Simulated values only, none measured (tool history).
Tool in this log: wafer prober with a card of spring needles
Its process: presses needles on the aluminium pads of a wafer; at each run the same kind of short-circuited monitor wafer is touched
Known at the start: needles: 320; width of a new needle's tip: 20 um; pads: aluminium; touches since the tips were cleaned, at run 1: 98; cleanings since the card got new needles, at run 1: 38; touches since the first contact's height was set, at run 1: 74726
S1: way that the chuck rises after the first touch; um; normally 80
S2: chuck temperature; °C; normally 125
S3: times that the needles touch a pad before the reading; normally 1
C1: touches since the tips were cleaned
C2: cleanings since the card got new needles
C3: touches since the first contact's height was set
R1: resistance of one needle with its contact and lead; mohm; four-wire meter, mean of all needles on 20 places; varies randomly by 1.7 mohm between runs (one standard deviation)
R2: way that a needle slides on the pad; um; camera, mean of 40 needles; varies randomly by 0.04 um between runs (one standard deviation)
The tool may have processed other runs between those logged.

run 1 hour=0 | S1=80 S2=125 S3=1 | C1=98 C2=38 C3=74726 | R1=176 R2=21.1
-- hour=8.6 tips cleaned on abrasive film
-- hour=17.5 tips cleaned on abrasive film
-- hour=25.7 tips cleaned on abrasive film
run 2 hour=25.7 | S1=80 S2=113 S3=1 | C1=0 C2=41 C3=91763 | R1=174 R2=21.15
-- hour=34.3 tips cleaned on abrasive film
-- hour=42.7 tips cleaned on abrasive film
-- hour=51.6 tips cleaned on abrasive film
run 3 hour=52.2 | S1=80 S2=113 S3=1 | C1=438 C2=44 C3=109308 | R1=176 R2=21.17
-- hour=59.4 tips cleaned on abrasive film
-- hour=68.7 tips cleaned on abrasive film
run 4 hour=69.1 | S1=80 S2=113 S3=1 | C1=276 C2=46 C3=120497 | R1=170 R2=21.11
-- hour=77.2 tips cleaned on abrasive film
-- hour=86.2 tips cleaned on abrasive film
run 5 hour=92.8 | S1=80 S2=113 S3=1 | C1=4379 C2=48 C3=136219 | R1=173 R2=21.12
-- hour=94.6 tips cleaned on abrasive film
-- hour=102.5 tips cleaned on abrasive film
-- hour=109.8 height of the first contact set anew
-- hour=111.9 tips cleaned on abrasive film
run 6 hour=118.4 | S1=80 S2=113 S3=1 | C1=4365 C2=51 C3=5652 | R1=174 R2=21.14
-- hour=120.4 tips cleaned on abrasive film
-- hour=129.3 tips cleaned on abrasive film
-- hour=138.1 tips cleaned on abrasive film
run 7 hour=142.1 | S1=94 S2=113 S3=1 | C1=2671 C2=54 C3=21339 | R1=168 R2=24.8
-- hour=146.9 tips cleaned on abrasive film
-- hour=155.7 tips cleaned on abrasive film
run 8 hour=159.9 | S1=80 S2=125 S3=1 | C1=2836 C2=56 C3=33156 | R1=177 R2=21.09
-- hour=164.1 tips cleaned on abrasive film
-- hour=173.3 tips cleaned on abrasive film
-- hour=181.6 tips cleaned on abrasive film
run 9 hour=186.3 | S1=80 S2=50 S3=1 | C1=3184 C2=59 C3=50640 | R1=163 R2=21.09
-- hour=190.2 tips cleaned on abrasive film
-- hour=198.9 tips cleaned on abrasive film
-- hour=207.9 tips cleaned on abrasive film
run 10 hour=209.3 | S1=80 S2=50 S3=1 | C1=976 C2=62 C3=65854 | R1=161 R2=21.11
-- hour=215.9 tips cleaned on abrasive film
run 11 hour=222.9 | S1=80 S2=125 S3=1 | C1=4705 C2=63 C3=74902 | R1=177 R2=21.11
-- hour=224.9 tips cleaned on abrasive film
-- hour=232.9 tips cleaned on abrasive film
-- hour=241.6 tips cleaned on abrasive film
run 12 hour=246.6 | S1=80 S2=125 S3=1 | C1=3330 C2=66 C3=90568 | R1=176 R2=21.14
-- hour=250.1 tips cleaned on abrasive film
-- hour=258.6 tips cleaned on abrasive film
run 13 hour=258.6 | S1=80 S2=125 S3=1 | C1=0 C2=68 C3=98444 | R1=173 R2=21.11
-- hour=267.4 tips cleaned on abrasive film
-- hour=275.7 tips cleaned on abrasive film
run 14 hour=281.9 | S1=80 S2=125 S3=1 | C1=4159 C2=70 C3=113963 | R1=177 R2=21.12
-- hour=284.9 tips cleaned on abrasive film
-- hour=293.4 tips cleaned on abrasive film
run 15 hour=296.1 | S1=80 S2=125 S3=1 | C1=1819 C2=72 C3=123312 | R1=172 R2=21.1
-- hour=301.9 tips cleaned on abrasive film
-- hour=311.1 tips cleaned on abrasive film
-- hour=319.9 tips cleaned on abrasive film
run 16 hour=320.9 | S1=80 S2=116 S3=1 | C1=635 C2=75 C3=139713 | R1=173 R2=21.02
-- hour=327.7 tips cleaned on abrasive film
-- hour=332.6 height of the first contact set anew
run 17 hour=335.2 | S1=80 S2=37 S3=2 | C1=4807 C2=76 C3=1758 | R1=162 R2=21.12
-- hour=337.2 tips cleaned on abrasive film
-- hour=346.1 tips cleaned on abrasive film
-- hour=354.3 tips cleaned on abrasive film
-- hour=362.9 tips cleaned on abrasive film
run 18 hour=363 | S1=90 S2=66 S3=3 | C1=96 C2=80 C3=20128 | R1=161 R2=23.7
-- hour=371.4 tips cleaned on abrasive film
-- hour=379.9 tips cleaned on abrasive film
run 19 hour=383.5 | S1=74 S2=38 S3=3 | C1=2406 C2=82 C3=33729 | R1=160 R2=19.51
-- hour=389.4 tips cleaned on abrasive film
-- hour=398.7 tips cleaned on abrasive film
run 20 hour=398.7 | S1=81 S2=112 S3=1 | C1=0 C2=84 C3=43734 | R1=172 R2=21.43
-- hour=407.7 tips cleaned on abrasive film
-- hour=416.8 tips cleaned on abrasive film
run 21 hour=419.6 | S1=81 S2=26 S3=3 | C1=1912 C2=86 C3=57659 | R1=156 R2=21.33
-- hour=424.7 tips cleaned on abrasive film
-- hour=432.7 tips cleaned on abrasive film
run 22 hour=440.1 | S1=74 S2=125 S3=2 | C1=4921 C2=88 C3=71212 | R1=173 R2=19.57
-- hour=442.1 tips cleaned on abrasive film
-- hour=450 tips cleaned on abrasive film
-- hour=459 tips cleaned on abrasive film
run 23 hour=465 | S1=69 S2=65 S3=2 | C1=3965 C2=91 C3=87687 | R1=165 R2=18.21
-- hour=467 tips cleaned on abrasive film
-- hour=475.8 tips cleaned on abrasive film
-- hour=484.6 tips cleaned on abrasive film
run 24 hour=484.6 | S1=69 S2=65 S3=2 | C1=0 C2=94 C3=100650 | R1=164 R2=18.21

Run 25 has not been measured yet. What should we expect?
-- hour=493.2 tips cleaned on abrasive film
-- hour=501.8 tips cleaned on abrasive film
-- hour=510.1 tips cleaned on abrasive film
run 25 hour=511.5 | S1=66 S2=65 S3=3 | C1=988 C2=97 C3=118491 | R1=? R2=?

Run 25 yielded R1 167 mohm, R2 17.41 um.
If the tool had no hidden condition, the same run with the same run-to-run variation would have returned R1 167 mohm, R2 17.43 um.

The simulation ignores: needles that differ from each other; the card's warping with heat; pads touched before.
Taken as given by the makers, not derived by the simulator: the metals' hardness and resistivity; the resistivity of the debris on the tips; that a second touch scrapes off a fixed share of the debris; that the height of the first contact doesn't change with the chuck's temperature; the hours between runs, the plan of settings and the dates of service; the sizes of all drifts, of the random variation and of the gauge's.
